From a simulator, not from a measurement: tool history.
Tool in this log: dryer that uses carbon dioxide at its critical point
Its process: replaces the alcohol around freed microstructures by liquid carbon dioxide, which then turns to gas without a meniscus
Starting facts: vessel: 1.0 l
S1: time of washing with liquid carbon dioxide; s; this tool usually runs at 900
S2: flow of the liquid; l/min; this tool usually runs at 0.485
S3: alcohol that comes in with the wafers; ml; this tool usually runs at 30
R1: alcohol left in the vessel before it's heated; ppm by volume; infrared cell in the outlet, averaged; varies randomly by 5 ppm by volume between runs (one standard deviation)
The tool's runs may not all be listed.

run	hour	S1	S2	S3	R1
1	0.0	900	0.485	30	68
2	4.8	900	0.485	30	75
3	12.2	900	0.485	30	80
4	22.7	540	0.485	30	751
5	29.8	540	0.485	30	772
6	36.1	540	0.485	30	777
7	41.5	1140	0.595	33	14
8	49.8	1200	0.485	33	20
9	55.9	900	0.596	33	34
10	65.0	900	0.702	33	15
# hour 75.9: inlet filter changed
11	76.0	780	0.485	30	92

Some steps in R1, run to run, broken into two amounts with sign: the step expected even without the hidden condition (settings, incoming material, random variation), and the rest, left for the hidden condition together with whatever gauge scatter is not in both the measured and the hidden-condition-free result:
Hidden state at play: flow that reaches the vessel past the clogged filter, %; alcohol in the recycled carbon dioxide, ppm; drift of the gauge itself on alcohol_ppm, %.
Run 6 -> 7: S1 540 -> 1140, S2 0.485 -> 0.595, S3 30 -> 33. R1 -763 ppm by volume: hidden state -280, all else -483.

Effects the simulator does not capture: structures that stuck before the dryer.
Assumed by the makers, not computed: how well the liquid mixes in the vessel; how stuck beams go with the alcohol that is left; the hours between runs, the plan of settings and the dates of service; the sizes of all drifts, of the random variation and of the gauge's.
